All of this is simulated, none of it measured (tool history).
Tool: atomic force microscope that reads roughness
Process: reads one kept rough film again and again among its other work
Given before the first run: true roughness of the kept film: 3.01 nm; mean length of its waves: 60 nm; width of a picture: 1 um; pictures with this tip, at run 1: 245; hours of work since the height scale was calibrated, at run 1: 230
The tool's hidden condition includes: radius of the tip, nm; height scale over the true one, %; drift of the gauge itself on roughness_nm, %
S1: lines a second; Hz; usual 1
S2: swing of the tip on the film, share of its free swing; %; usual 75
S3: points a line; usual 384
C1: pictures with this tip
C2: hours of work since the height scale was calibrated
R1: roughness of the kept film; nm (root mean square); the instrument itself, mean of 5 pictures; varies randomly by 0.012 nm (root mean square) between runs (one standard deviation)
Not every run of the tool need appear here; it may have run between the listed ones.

Run 1, hour 0: usual settings; C1 245; C2 230. Result: R1 2.562 nm (root mean square).
Run 2, hour 19.1: usual settings; C1 268; C2 244. Result: R1 2.561 nm (root mean square).
At hour 23.8: new tip fitted.
Run 3, hour 32.7: usual settings; C1 11; C2 253. Result: R1 2.736 nm (root mean square).
Run 4, hour 43.9: usual settings; C1 24; C2 262. Result: R1 2.746 nm (root mean square).
Run 5, hour 67.2: usual settings; C1 53; C2 279. Result: R1 2.693 nm (root mean square).
Run 6, hour 89.6: usual settings; C1 80; C2 295. Result: R1 2.691 nm (root mean square).
At hour 92.9: height scale calibrated on a step standard.
Run 7, hour 104.2: usual settings; C1 97; C2 8. Result: R1 2.656 nm (root mean square).
Run 8, hour 122.8: usual settings but S1 3.8 Hz, S3 307; C1 119; C2 22. Result: R1 2.257 nm (root mean square).
Run 9, hour 142.7: usual settings but S1 3.8 Hz, S3 307; C1 144; C2 37. Result: R1 2.226 nm (root mean square).
Run 10, hour 154.2: usual settings but S1 3.39 Hz, S2 76 %, S3 558; C1 158; C2 45. Result: R1 2.273 nm (root mean square).
At hour 164.7: height scale calibrated on a step standard, once more.
Run 11, hour 179.2: usual settings but S1 2.85 Hz, S2 57 %, S3 1009; C1 187; C2 11. Result: R1 2.599 nm (root mean square).
Run 12, hour 202.4: usual settings but S3 927; C1 215; C2 28. Result: R1 2.576 nm (root mean square).
Run 13, hour 226.8: usual settings but S3 927; C1 245; C2 46. Result: R1 2.556 nm (root mean square).

3 options for the next run, each taken on its own from the tool as it stands now. Forecast them:
At hour 249.4: new tip fitted.
Run A, hour 250: usual settings but S2 85 %, S3 912; C1 1; C2 62. Result: R1 ?.
At hour 249.4: new tip fitted.
Run B, hour 250: usual settings but S1 0.54 Hz, S2 68 %, S3 463; C1 1; C2 62. Result: R1 ?.
At hour 249.4: new tip fitted.
Run C, hour 250: usual settings but S1 2.17 Hz, S2 69 %, S3 715; C1 1; C2 62. Result: R1 ?.

run     R1
  A  2.639
  B  2.866
  C  2.642
Stripped of hidden state, with their random variation kept, the same runs would have yielded:
run     R1
  A  2.644
  B  2.871
  C  2.647
